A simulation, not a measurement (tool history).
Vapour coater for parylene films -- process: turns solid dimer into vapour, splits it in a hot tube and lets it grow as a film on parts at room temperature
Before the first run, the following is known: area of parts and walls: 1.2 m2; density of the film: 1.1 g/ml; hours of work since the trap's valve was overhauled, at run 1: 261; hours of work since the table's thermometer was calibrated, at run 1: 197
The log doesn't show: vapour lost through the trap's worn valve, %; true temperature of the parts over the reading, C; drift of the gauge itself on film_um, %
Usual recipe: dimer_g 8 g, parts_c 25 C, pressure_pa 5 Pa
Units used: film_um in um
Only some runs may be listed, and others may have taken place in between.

run,hour,dimer_g,parts_c,pressure_pa,hours of work since the trap's valve was overhauled,hours of work since the table's thermometer was calibrated,film_um
1,0,8,25,5,261,197,4.12
2,25.5,8,25,5,278,214,4.06
3,49.8,8,25,5,294,230,4.05
4,60.8,8,36,5,301,237,2.61
5,80.3,8,36,5,314,250,2.63
6,97.9,8,25,5,325,261,4.08
7,116,8,25,5,337,273,4.04
8,127.3,8,25,5,344,281,4.03
9,146.9,8,25,5,357,293,4.03
10,167.5,10,25,5,371,307,5
11,188.7,10,25,5,385,321,4.99
12,210.9,10,25,5,399,335,4.98
13,223.4,8,25,7.45,407,343,3.85
14,250.8,8,17,5,425,361,5.42
15,263,8,17,5,433,369,5.43
16,274.7,8,25,5,441,377,4
17,287.1,8,25,5,449,385,3.96
# hour 306: trap's valve overhauled
18,315.6,8,25,5,6,401,4.16
19,332,8,25,5,17,412,4.14
20,356.4,8,25,5,33,428,4.16
21,382.1,4,25,5,50,445,2.08
22,408.8,4,25,5,67,462,2.11
23,426.4,4,25,5,79,474,2.07
24,452.2,4,25,5,96,490,2.07
25,468.4,3,36,5,106,501,1.01
26,490.7,3,36,5,121,516,1
27,507.4,3,32,4.08,132,526,1.21
28,526.6,8,25,5.41,144,539,4.07
29,551.8,8,25,5.41,161,556,3.99
30,563.9,8,25,5.44,169,563,4.08
31,582.7,8,25,6.18,181,576,3.98
32,609.5,11,17,9.12,198,593,7.12
33,636.9,11,17,9.12,216,611,7.11
34,663.4,8,27,3.55,234,629,3.83
35,675.7,8,27,3.55,242,637,3.85
36,693.3,14,24,2.9,253,648,7.78
37,720.5,14,28,4.86,271,666,6.23
38,746.6,4,18,8.66,288,683,2.46
39,767.2,4,18,5.36,302,696,2.58
40,788.3,4,18,5.36,315,710,2.56
41,805.7,7,24,5.36,327,722,3.5
42,821.5,3,25,6.35,337,732,1.43
43,844.7,3,25,6.35,352,747,1.44
44,871.6,3,22,5.86,370,765,1.62
45,895.3,3,22,5.86,385,780,1.61
46,915.3,7,28,8.68,398,793,2.87
47,928.1,8,26,2.06,407,802,4.14

Predict each of these 4 candidate next runs independently; none follows another, all start after run 47:
A,943.8,12,28,9.23,417,812,?
B,943.8,13,21,5,417,812,?
C,943.8,8,35,7.57,417,812,?
D,943.8,10,33,7.82,417,812,?

run,film_um
A,4.8
B,7.36
C,2.52
D,3.39
With no hidden state in the tool, these same runs would have given:
run,film_um
A,5.35
B,8.2
C,2.8
D,3.77

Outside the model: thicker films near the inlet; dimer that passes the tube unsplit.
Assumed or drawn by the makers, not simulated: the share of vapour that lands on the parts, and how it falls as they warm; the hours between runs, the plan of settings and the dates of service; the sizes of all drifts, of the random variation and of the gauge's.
